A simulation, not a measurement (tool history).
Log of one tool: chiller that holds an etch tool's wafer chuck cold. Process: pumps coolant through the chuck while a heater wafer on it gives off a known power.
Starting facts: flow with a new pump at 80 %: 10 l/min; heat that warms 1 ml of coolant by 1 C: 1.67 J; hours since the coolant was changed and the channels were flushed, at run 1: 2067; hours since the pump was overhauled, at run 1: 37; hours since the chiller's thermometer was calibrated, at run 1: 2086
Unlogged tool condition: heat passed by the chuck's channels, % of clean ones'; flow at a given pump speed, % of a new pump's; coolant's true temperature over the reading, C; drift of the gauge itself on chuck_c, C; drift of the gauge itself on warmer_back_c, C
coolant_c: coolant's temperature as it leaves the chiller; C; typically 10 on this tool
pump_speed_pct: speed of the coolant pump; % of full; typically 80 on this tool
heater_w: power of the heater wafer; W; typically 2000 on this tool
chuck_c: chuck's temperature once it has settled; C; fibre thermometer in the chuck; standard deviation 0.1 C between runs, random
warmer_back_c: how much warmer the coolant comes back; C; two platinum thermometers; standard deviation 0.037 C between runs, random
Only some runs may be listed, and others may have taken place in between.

| run | hour | coolant_c | pump_speed_pct | heater_w | hours since the coolant was changed and the channels were flushed | hours since the pump was overhauled | hours since the chiller's thermometer was calibrated | chuck_c | warmer_back_c |
|---|---|---|---|---|---|---|---|---|---|
| 1 | 0.0 | 10 | 80 | 2000 | 2067 | 37 | 2086 | 28.5 | 7.16 |
| 2 | 26.4 | 10 | 80 | 2000 | 2093 | 64 | 2112 | 28.7 | 7.21 |
| 3 | 59.4 | 10 | 80 | 2000 | 2126 | 97 | 2145 | 28.6 | 7.19 |
| 4 | 101.2 | 10 | 63 | 2000 | 2168 | 139 | 2187 | 32.0 | 9.24 |
| 5 | 132.6 | 10 | 63 | 2000 | 2199 | 170 | 2218 | 31.9 | 9.26 |
| 6 | 174.6 | 10 | 63 | 2000 | 2241 | 212 | 2260 | 32.0 | 9.30 |
| 7 | 199.6 | 10 | 63 | 2000 | 2266 | 237 | 2285 | 32.3 | 9.37 |
| 8 | 227.3 | 10 | 63 | 2000 | 2294 | 265 | 2313 | 32.0 | 9.30 |
| 9 | 265.7 | 10 | 63 | 2000 | 2332 | 303 | 2352 | 32.0 | 9.24 |
|  | 272.6 | coolant pump overhauled |
|  | 289.5 | chiller's thermometer calibrated |
| 10 | 306.5 | 10 | 99 | 2000 | 2367 | 33 | 17 | 25.8 | 5.67 |
| 11 | 329.4 | 10 | 86 | 2669 | 2390 | 56 | 40 | 33.5 | 8.98 |
| 12 | 356.8 | 9 | 80 | 2743 | 2418 | 83 | 67 | 34.5 | 9.84 |
|  | 386.3 | coolant pump overhauled, once more |
| 13 | 397.3 | 10 | 72 | 2000 | 2453 | 11 | 103 | 29.8 | 8.09 |
| 14 | 441.5 | 10 | 72 | 2000 | 2497 | 55 | 147 | 29.9 | 8.10 |

Run 15 has not been measured yet. What should we expect?
| 15 | 486.7 | 10 | 72 | 2000 | 2542 | 100 | 192 | ? | ? |

{"run 15": {"chuck_c": 30.0, "warmer_back_c": 8.01}}
Had the tool carried no hidden state, the very same run would have given chuck_c 28.5 C, warmer_back_c 7.96 C.

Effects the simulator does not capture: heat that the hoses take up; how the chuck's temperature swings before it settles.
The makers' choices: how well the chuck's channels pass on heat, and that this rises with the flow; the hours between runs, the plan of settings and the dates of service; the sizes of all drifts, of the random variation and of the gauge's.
